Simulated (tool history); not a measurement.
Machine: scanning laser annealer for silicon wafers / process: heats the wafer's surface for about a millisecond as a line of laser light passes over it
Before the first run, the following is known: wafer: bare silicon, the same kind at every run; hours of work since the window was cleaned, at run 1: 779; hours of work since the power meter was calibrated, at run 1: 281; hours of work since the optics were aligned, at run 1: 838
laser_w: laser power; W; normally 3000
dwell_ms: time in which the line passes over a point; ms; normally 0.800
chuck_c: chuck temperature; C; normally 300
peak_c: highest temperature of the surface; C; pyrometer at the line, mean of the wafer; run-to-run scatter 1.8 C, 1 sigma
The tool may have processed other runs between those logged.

run   hour  laser_w  dwell_ms  chuck_c  hours of work since the window was cleaned  hours of work since the power meter was calibrated  hours of work since the optics were aligned  peak_c
  1    0.0     3000     0.800      300                                         779                                                 281                                          838     995
  2   23.3     3000     0.800      336                                         789                                                 291                                          848    1032
  3   36.6     3000     0.800      336                                         795                                                 297                                          853    1032
  4   59.9     3000     0.800      336                                         805                                                 307                                          863    1033
  5   71.2     3000     0.800      300                                         810                                                 312                                          868     995
  6   94.5     3000     0.800      300                                         820                                                 322                                          878     994
  7  105.2     3000     0.800      300                                         824                                                 326                                          883     998
  8  115.7     3000     0.800      312                                         829                                                 331                                          887    1010
  9  131.7     3000     0.800      312                                         835                                                 338                                          894    1009
 10  155.4     3000     0.659      300                                         846                                                 348                                          904     921
 11  179.2     3000     0.659      300                                         856                                                 358                                          915     920
 12  198.0     3000     0.659      300                                         864                                                 366                                          923     922
     204.7  -- optics aligned, line set to its width
 13  215.0     3000     0.659      300                                         869                                                 371                                            4     919
 14  230.0     3000     0.659      300                                         875                                                 378                                           11     918
 15  243.8     3000     0.659      300                                         881                                                 384                                           17     915
 16  258.7     3000     0.659      300                                         888                                                 390                                           23     913
     269.4  -- optics aligned, line set to its width, once more
 17  276.9     3000     0.577      300                                         893                                                 396                                            3     879
 18  294.2     3000     0.577      300                                         901                                                 403                                           11     879
 19  305.7     3000     0.577      300                                         906                                                 408                                           16     880
 20  322.9     3000     0.800      300                                         913                                                 415                                           23    1002
 21  338.7     2658     0.800      304                                         920                                                 422                                           30     930
 22  354.2     3000     0.800      319                                         926                                                 429                                           36    1024
 23  379.4     3000     0.800      319                                         937                                                 440                                           47    1022
 24  403.9     3238     0.800      327                                         948                                                 450                                           58    1081
 25  421.2     3148     0.678      327                                         955                                                 458                                           65     997
 26  444.4     3200     0.998      285                                         965                                                 467                                           75    1138
     455.3  -- window over the wafer cleaned
 27  461.2     3200     0.998      285                                           3                                                 474                                           81    1156
 28  478.4     3000     0.637      278                                          10                                                 481                                           89     905
 29  498.5     2637     0.903      314                                          18                                                 490                                           97     996
 30  522.1     2931     0.636      314                                          29                                                 500                                          107     930
 31  538.4     2931     0.636      314                                          36                                                 507                                          114     927
 32  549.4     2931     0.636      314                                          40                                                 512                                          119     928
 33  574.4     3000     0.570      321                                          51                                                 522                                          130     909
 34  599.1     2965     0.800      333                                          62                                                 533                                          140    1045
 35  623.7     2875     0.972      264                                          72                                                 543                                          151    1036
 36  644.1     3162     0.987      264                                          81                                                 552                                          160    1116
 37  655.1     3000     0.612      270                                          86                                                 557                                          164     881
 38  680.6     2832     0.800      331                                          96                                                 568                                          175    1006
 39  696.4     3018     0.795      277                                         103                                                 575                                          182     996
 40  716.2     2866     0.702      304                                         112                                                 583                                          190     941

Below are 4 alternative next runs, each starting from the tool's condition after run 40. Predict each:
  A  731.1     3000     0.800      296                                         118                                                 589                                          197       ?
  B  731.1     2662     0.948      300                                         118                                                 589                                          197       ?
  C  731.1     3198     0.753      300                                         118                                                 589                                          197       ?
  D  731.1     2802     0.702      304                                         118                                                 589                                          197       ?

run  peak_c
  A    1017
  B    1005
  C    1036
  D     926
Had the tool no hidden state, the same runs would have come out as:
run  peak_c
  A    1021
  B    1009
  C    1040
  D     929

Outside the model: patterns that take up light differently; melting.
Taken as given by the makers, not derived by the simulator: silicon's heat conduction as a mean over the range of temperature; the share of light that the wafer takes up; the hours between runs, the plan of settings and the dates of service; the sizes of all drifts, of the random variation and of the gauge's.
